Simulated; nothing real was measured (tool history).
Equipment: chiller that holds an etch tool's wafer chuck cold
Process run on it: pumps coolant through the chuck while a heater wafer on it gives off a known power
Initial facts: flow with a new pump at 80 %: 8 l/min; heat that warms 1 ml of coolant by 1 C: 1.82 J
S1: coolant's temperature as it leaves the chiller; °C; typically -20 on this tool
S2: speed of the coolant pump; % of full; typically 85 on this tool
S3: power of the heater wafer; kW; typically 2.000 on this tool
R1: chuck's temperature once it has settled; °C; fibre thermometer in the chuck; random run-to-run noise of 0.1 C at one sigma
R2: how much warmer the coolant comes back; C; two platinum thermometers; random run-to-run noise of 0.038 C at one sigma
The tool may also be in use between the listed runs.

run	hour	S1	S2	S3	R1	R2
1	0.0	-20	85	2.000	-1.0	8.12
2	64.5	-20	85	2.000	-1.2	8.11
3	189.8	-20	85	2.000	-1.1	8.05
4	290.4	-20	85	2.000	-1.1	8.03
5	367.5	-20	85	2.000	-0.9	7.99
6	495.5	-20	85	2.000	-1.1	8.06
# hour 511.7: coolant pump overhauled
7	568.0	-20	85	2.000	-0.4	8.33
8	692.6	-20	85	2.000	-0.5	8.32
9	835.5	-22	78	1.724	-4.0	7.90
10	902.3	-14	69	1.724	6.0	9.04
# hour 975.2: coolant pump overhauled, once more
11	1015.2	-17	67	1.007	-5.7	5.02

Predict the results of run 12:
12	1085.3	-26	70	2.000	?	?

Run 12 measured R1 -4.1 °C, R2 9.63 C.
The same run, on a tool lacking any hidden state, would have yielded R1 -5.6 °C, R2 9.60 C.
